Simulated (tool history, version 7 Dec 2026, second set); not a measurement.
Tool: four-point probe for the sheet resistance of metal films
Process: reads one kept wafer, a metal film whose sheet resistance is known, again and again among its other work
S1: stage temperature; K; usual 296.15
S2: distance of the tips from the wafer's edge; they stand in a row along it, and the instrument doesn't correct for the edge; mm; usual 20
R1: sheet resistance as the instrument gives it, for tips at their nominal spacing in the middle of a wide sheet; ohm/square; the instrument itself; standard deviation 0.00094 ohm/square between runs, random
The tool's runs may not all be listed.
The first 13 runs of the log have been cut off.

run,hour,S1,S2,R1
14,124.6,296.15,20,4.679044
15,135.5,306.15,20,4.676784
16,142.8,296.15,14,4.691588
17,152.6,296.15,14,4.690847
18,167.5,296.15,14,4.689146
19,176.0,306.15,7,4.746381
20,190.2,303.15,4,4.905771
21,203.1,296.15,58,4.669418
22,216.4,293.15,7,4.752426
23,225.0,291.15,8,4.733622
24,239.8,307.15,14,4.686164
25,249.0,296.15,7,4.749772
26,261.3,296.15,7,4.752496
27,269.0,296.15,47,4.672368
28,279.6,299.15,9,4.719158
29,294.6,299.15,9,4.717282
30,309.2,293.15,44,4.674018
31,319.3,292.15,4,4.910647
32,326.6,292.15,4,4.910841
33,339.0,292.15,8,4.732875
34,351.9,293.15,45,4.674187
35,365.3,293.15,45,4.671851

Predict each of these 5 candidate next runs independently; none follows another, all start after run 35:
A,374.8,299.15,20,?
B,374.8,301.15,10,?
C,374.8,306.15,20,?
D,374.8,299.15,26,?
E,374.8,297.15,7,?

run,R1
A,4.676938
B,4.707237
C,4.676142
D,4.677658
E,4.749630
With the hidden condition removed and each run's random variation left untouched, the same runs would have given:
run,R1
A,4.676752
B,4.707050
C,4.675954
D,4.677473
E,4.749443

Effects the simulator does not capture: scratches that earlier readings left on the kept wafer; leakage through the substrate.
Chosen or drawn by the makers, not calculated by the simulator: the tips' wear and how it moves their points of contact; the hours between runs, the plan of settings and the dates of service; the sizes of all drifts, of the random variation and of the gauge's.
